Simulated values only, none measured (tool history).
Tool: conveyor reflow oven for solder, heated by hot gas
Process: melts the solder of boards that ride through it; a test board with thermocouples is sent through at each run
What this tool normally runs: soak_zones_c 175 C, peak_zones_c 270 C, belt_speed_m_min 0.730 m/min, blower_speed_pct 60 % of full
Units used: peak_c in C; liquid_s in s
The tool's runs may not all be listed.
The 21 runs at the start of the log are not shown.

| run | day | soak_zones_c | peak_zones_c | belt_speed_m_min | blower_speed_pct | hours of work since the flux was cleaned out | hours of work since the belt drive was overhauled | hours of work since the thermocouples were changed | peak_c | liquid_s |
|---|---|---|---|---|---|---|---|---|---|---|
| 22 | 13.521 | 174 | 270 | 0.730 | 82 | 23 | 30 | 569 | 254.9 | 44.3 |
| 23 | 14.146 | 174 | 268 | 0.635 | 82 | 30 | 37 | 577 | 257.8 | 52.9 |
| 24 | 14.571 | 175 | 270 | 0.730 | 64 | 35 | 42 | 582 | 250.1 | 41.5 |
| 25 | 15.017 | 175 | 282 | 0.825 | 50 | 40 | 48 | 587 | 248.3 | 33.8 |
| 26 | 15.646 | 175 | 285 | 0.730 | 60 | 48 | 55 | 595 | 261.8 | 46.6 |
| 27 | 15.983 | 175 | 285 | 0.730 | 60 | 52 | 59 | 599 | 261.5 | 46.8 |
| 28 | 16.442 | 173 | 261 | 0.746 | 58 | 58 | 65 | 604 | 239.3 | 31.5 |
| 29 | 16.829 | 175 | 266 | 0.610 | 60 | 62 | 69 | 609 | 252.1 | 51.7 |
| 30 | 17.367 | 179 | 268 | 0.647 | 60 | 69 | 76 | 615 | 252.9 | 49.6 |

Alternative continuations, all from the tool just after run 30; predict every row:
| A | 18.129 | 179 | 276 | 0.647 | 60 | 78 | 85 | 624 | ? | ? |
| B | 18.129 | 164 | 280 | 0.604 | 60 | 78 | 85 | 624 | ? | ? |
| C | 18.129 | 175 | 263 | 0.730 | 60 | 78 | 85 | 624 | ? | ? |
| D | 18.129 | 178 | 270 | 0.785 | 58 | 78 | 85 | 624 | ? | ? |

| run | peak_c | liquid_s |
|---|---|---|
| A | 259.6 | 53.7 |
| B | 262.8 | 54.8 |
| C | 243.0 | 36.4 |
| D | 245.9 | 35.2 |
What these runs would have given with no unlogged condition in the tool:
| run | peak_c | liquid_s |
|---|---|---|
| A | 258.1 | 53.0 |
| B | 261.4 | 54.0 |
| C | 241.7 | 35.6 |
| D | 244.7 | 34.5 |

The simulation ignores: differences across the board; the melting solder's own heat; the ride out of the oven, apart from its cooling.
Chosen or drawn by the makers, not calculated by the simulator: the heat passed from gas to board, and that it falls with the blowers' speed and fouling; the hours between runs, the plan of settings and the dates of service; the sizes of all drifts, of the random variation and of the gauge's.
